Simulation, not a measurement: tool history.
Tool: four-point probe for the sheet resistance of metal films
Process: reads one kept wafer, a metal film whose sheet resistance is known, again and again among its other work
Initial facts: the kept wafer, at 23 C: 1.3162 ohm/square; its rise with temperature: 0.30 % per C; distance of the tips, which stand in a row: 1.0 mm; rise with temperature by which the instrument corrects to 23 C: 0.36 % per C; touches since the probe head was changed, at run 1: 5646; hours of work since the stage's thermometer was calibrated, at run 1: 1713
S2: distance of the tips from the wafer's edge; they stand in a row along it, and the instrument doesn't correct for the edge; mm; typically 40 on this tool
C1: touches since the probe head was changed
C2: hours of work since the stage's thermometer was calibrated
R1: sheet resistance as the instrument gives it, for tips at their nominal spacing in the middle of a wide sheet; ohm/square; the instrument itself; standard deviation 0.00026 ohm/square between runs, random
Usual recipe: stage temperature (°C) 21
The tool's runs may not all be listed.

Run 1, hour 0.0: usual settings; C1 5646; C2 1713. Result: R1 1.317766 ohm/square.
Run 2, hour 24.8: usual settings; C1 6075; C2 1724. Result: R1 1.317352 ohm/square.
Run 3, hour 49.8: usual settings; C1 6508; C2 1735. Result: R1 1.318061 ohm/square.
Run 4, hour 70.4: usual settings; C1 6864; C2 1745. Result: R1 1.317860 ohm/square.
Run 5, hour 93.6: usual settings; C1 7266; C2 1756. Result: R1 1.318512 ohm/square.
Run 6, hour 109.1: usual settings but stage temperature (°C) 29; C1 7534; C2 1763. Result: R1 1.312714 ohm/square.
Run 7, hour 123.1: usual settings but stage temperature (°C) 24, S2 62 mm; C1 7776; C2 1769. Result: R1 1.315495 ohm/square.
Run 8, hour 144.9: usual settings but stage temperature (°C) 19, S2 16 mm; C1 8153; C2 1779. Result: R1 1.321519 ohm/square.
Run 9, hour 168.4: usual settings but S2 26 mm; C1 8561; C2 1790. Result: R1 1.319120 ohm/square.
Run 10, hour 183.0: usual settings but stage temperature (°C) 32, S2 6 mm; C1 8813; C2 1797. Result: R1 1.329105 ohm/square.
Run 11, hour 197.9: usual settings but stage temperature (°C) 26, S2 7 mm; C1 9071; C2 1803. Result: R1 1.328868 ohm/square.

What if the next run were any one of these 5? Each begins from the tool's condition after run 11:
Run A, hour 225.7: usual settings but stage temperature (°C) 19; C1 9552; C2 1816. Result: R1 ?.
Run B, hour 225.7: usual settings but stage temperature (°C) 25, S2 55 mm; C1 9552; C2 1816. Result: R1 ?.
Run C, hour 225.7: usual settings but stage temperature (°C) 25, S2 14 mm; C1 9552; C2 1816. Result: R1 ?.
Run D, hour 225.7: usual settings but stage temperature (°C) 26, S2 7 mm; C1 9552; C2 1816. Result: R1 ?.
Run E, hour 225.7: usual settings but stage temperature (°C) 19, S2 22 mm; C1 9552; C2 1816. Result: R1 ?.

run        R1
  A  1.319235
  B  1.315196
  C  1.318318
  D  1.328715
  E  1.320539
Take away the tool's hidden state, keep each run's random variation, and the runs would have read:
run        R1
  A  1.319216
  B  1.315177
  C  1.318299
  D  1.328695
  E  1.320520

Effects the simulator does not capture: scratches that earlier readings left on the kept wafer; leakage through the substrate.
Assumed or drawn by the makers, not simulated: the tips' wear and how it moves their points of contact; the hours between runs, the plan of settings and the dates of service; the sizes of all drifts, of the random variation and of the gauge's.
